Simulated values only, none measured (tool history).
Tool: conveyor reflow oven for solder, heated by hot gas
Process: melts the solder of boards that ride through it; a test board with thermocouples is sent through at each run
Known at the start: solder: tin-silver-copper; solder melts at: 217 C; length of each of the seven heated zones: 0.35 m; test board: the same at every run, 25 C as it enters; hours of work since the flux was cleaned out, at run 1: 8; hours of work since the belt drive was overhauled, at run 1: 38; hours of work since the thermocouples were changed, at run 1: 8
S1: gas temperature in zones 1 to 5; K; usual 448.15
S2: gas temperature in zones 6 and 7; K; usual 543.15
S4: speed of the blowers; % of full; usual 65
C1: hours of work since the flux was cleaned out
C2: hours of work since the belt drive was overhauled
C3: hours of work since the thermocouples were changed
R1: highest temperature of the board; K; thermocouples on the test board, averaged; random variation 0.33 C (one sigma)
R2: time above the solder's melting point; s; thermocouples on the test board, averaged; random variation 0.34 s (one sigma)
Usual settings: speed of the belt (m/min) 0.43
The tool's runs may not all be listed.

{"run": 1, "hour": 0.0, "S1": 448.15, "S2": 543.15, "speed of the belt (m/min)": 0.43, "S4": 65, "C1": 8, "C2": 38, "C3": 8, "R1": 526.75, "R2": 74.1}
{"run": 2, "hour": 24.6, "S1": 448.15, "S2": 543.15, "speed of the belt (m/min)": 0.43, "S4": 76, "C1": 24, "C2": 53, "C3": 24, "R1": 529.95, "R2": 78}
{"run": 3, "hour": 42.1, "S1": 448.15, "S2": 543.15, "speed of the belt (m/min)": 0.47, "S4": 76, "C1": 35, "C2": 64, "C3": 35, "R1": 526.85, "R2": 68.7}
{"run": 4, "hour": 73.1, "S1": 448.15, "S2": 543.15, "speed of the belt (m/min)": 0.47, "S4": 76, "C1": 54, "C2": 84, "C3": 54, "R1": 526.45, "R2": 68.4}
{"run": 5, "hour": 107.8, "S1": 448.15, "S2": 543.15, "speed of the belt (m/min)": 0.43, "S4": 65, "C1": 76, "C2": 106, "C3": 76, "R1": 525.95, "R2": 73.7}
{"run": 6, "hour": 134.8, "S1": 448.15, "S2": 543.15, "speed of the belt (m/min)": 0.43, "S4": 65, "C1": 93, "C2": 123, "C3": 93, "R1": 525.55, "R2": 73.2}
{"run": 7, "hour": 163.2, "S1": 448.15, "S2": 543.15, "speed of the belt (m/min)": 0.43, "S4": 65, "C1": 111, "C2": 140, "C3": 111, "R1": 525.65, "R2": 74}
{"run": 8, "hour": 182.2, "S1": 448.15, "S2": 555.15, "speed of the belt (m/min)": 0.43, "S4": 65, "C1": 123, "C2": 152, "C3": 123, "R1": 536.15, "R2": 82}
{"run": 9, "hour": 202.9, "S1": 441.15, "S2": 555.15, "speed of the belt (m/min)": 0.43, "S4": 65, "C1": 136, "C2": 165, "C3": 136, "R1": 534.85, "R2": 77.6}
{"run": 10, "hour": 217.4, "S1": 441.15, "S2": 555.15, "speed of the belt (m/min)": 0.43, "S4": 65, "C1": 145, "C2": 174, "C3": 145, "R1": 534.25, "R2": 77.2}
{"hour": 225.7, "done": "flux residue cleaned out of gas plates and filters"}
{"run": 11, "hour": 246.3, "S1": 448.15, "S2": 543.15, "speed of the belt (m/min)": 0.413, "S4": 65, "C1": 13, "C2": 189, "C3": 160, "R1": 526.15, "R2": 77.3}
{"run": 12, "hour": 268.7, "S1": 448.15, "S2": 543.15, "speed of the belt (m/min)": 0.413, "S4": 65, "C1": 27, "C2": 203, "C3": 174, "R1": 525.65, "R2": 76.3}
{"hour": 292.4, "done": "flux residue cleaned out of gas plates and filters, once more"}
{"run": 13, "hour": 296.5, "S1": 448.15, "S2": 543.15, "speed of the belt (m/min)": 0.43, "S4": 65, "C1": 3, "C2": 218, "C3": 188, "R1": 526.65, "R2": 74}
{"run": 14, "hour": 321.5, "S1": 448.15, "S2": 543.15, "speed of the belt (m/min)": 0.43, "S4": 65, "C1": 18, "C2": 233, "C3": 204, "R1": 526.25, "R2": 73.8}
{"run": 15, "hour": 348.5, "S1": 448.15, "S2": 543.15, "speed of the belt (m/min)": 0.43, "S4": 65, "C1": 35, "C2": 250, "C3": 221, "R1": 525.75, "R2": 74.3}
{"run": 16, "hour": 365.2, "S1": 448.15, "S2": 543.15, "speed of the belt (m/min)": 0.43, "S4": 65, "C1": 46, "C2": 261, "C3": 231, "R1": 525.55, "R2": 73.7}
{"run": 17, "hour": 392.2, "S1": 456.15, "S2": 543.15, "speed of the belt (m/min)": 0.43, "S4": 56, "C1": 63, "C2": 278, "C3": 248, "R1": 524.35, "R2": 75.3}
{"run": 18, "hour": 419.8, "S1": 456.15, "S2": 543.15, "speed of the belt (m/min)": 0.43, "S4": 56, "C1": 80, "C2": 295, "C3": 265, "R1": 524.55, "R2": 75.6}
{"run": 19, "hour": 437.6, "S1": 460.15, "S2": 537.15, "speed of the belt (m/min)": 0.43, "S4": 83, "C1": 91, "C2": 306, "C3": 276, "R1": 525.65, "R2": 81.9}
{"run": 20, "hour": 462.1, "S1": 460.15, "S2": 537.15, "speed of the belt (m/min)": 0.43, "S4": 83, "C1": 106, "C2": 322, "C3": 292, "R1": 526.35, "R2": 81.8}
{"run": 21, "hour": 487.8, "S1": 460.15, "S2": 537.15, "speed of the belt (m/min)": 0.43, "S4": 83, "C1": 123, "C2": 338, "C3": 308, "R1": 525.95, "R2": 82.1}
{"run": 22, "hour": 515.6, "S1": 445.15, "S2": 544.15, "speed of the belt (m/min)": 0.43, "S4": 65, "C1": 140, "C2": 355, "C3": 325, "R1": 525.35, "R2": 71.6}
{"run": 23, "hour": 538.9, "S1": 436.15, "S2": 536.15, "speed of the belt (m/min)": 0.43, "S4": 65, "C1": 155, "C2": 370, "C3": 340, "R1": 516.45, "R2": 59.2}
{"run": 24, "hour": 554.7, "S1": 442.15, "S2": 555.15, "speed of the belt (m/min)": 0.342, "S4": 65, "C1": 164, "C2": 380, "C3": 350, "R1": 542.55, "R2": 106.3}
{"hour": 565.7, "done": "flux residue cleaned out of gas plates and filters"}
{"run": 25, "hour": 585.3, "S1": 442.15, "S2": 555.15, "speed of the belt (m/min)": 0.342, "S4": 65, "C1": 12, "C2": 396, "C3": 366, "R1": 542.95, "R2": 107.2}
{"run": 26, "hour": 602.0, "S1": 441.15, "S2": 543.15, "speed of the belt (m/min)": 0.471, "S4": 65, "C1": 23, "C2": 406, "C3": 376, "R1": 521.05, "R2": 59.8}
{"run": 27, "hour": 621.2, "S1": 441.15, "S2": 550.15, "speed of the belt (m/min)": 0.423, "S4": 65, "C1": 35, "C2": 418, "C3": 388, "R1": 531.15, "R2": 77}
{"run": 28, "hour": 649.5, "S1": 441.15, "S2": 550.15, "speed of the belt (m/min)": 0.423, "S4": 65, "C1": 53, "C2": 436, "C3": 406, "R1": 530.65, "R2": 76.9}
{"run": 29, "hour": 670.3, "S1": 448.15, "S2": 556.15, "speed of the belt (m/min)": 0.43, "S4": 83, "C1": 66, "C2": 449, "C3": 419, "R1": 542.35, "R2": 86.2}
{"run": 30, "hour": 698.3, "S1": 448.15, "S2": 556.15, "speed of the belt (m/min)": 0.43, "S4": 83, "C1": 83, "C2": 467, "C3": 437, "R1": 541.55, "R2": 86.1}
{"run": 31, "hour": 712.5, "S1": 456.15, "S2": 534.15, "speed of the belt (m/min)": 0.43, "S4": 62, "C1": 92, "C2": 475, "C3": 446, "R1": 518.95, "R2": 70.2}
{"run": 32, "hour": 731.7, "S1": 456.15, "S2": 534.15, "speed of the belt (m/min)": 0.497, "S4": 62, "C1": 104, "C2": 488, "C3": 458, "R1": 513.95, "R2": 53.5}

3 ways to go on from here, each from the tool as it stands after run 32. What would each give?
{"run": "A", "hour": 761.5, "S1": 439.15, "S2": 553.15, "speed of the belt (m/min)": 0.497, "S4": 62, "C1": 123, "C2": 506, "C3": 476, "R1": "?", "R2": "?"}
{"run": "B", "hour": 761.5, "S1": 455.15, "S2": 534.15, "speed of the belt (m/min)": 0.355, "S4": 57, "C1": 123, "C2": 506, "C3": 476, "R1": "?", "R2": "?"}
{"run": "C", "hour": 761.5, "S1": 445.15, "S2": 543.15, "speed of the belt (m/min)": 0.43, "S4": 65, "C1": 123, "C2": 506, "C3": 476, "R1": "?", "R2": "?"}

run=A R1=524.75 R2=58.7
run=B R1=522.15 R2=91
run=C R1=524.25 R2=71.7
Without the tool's hidden state the same runs would have given:
run=A R1=525.95 R2=59.6
run=B R1=522.85 R2=91.4
run=C R1=525.25 R2=72.4
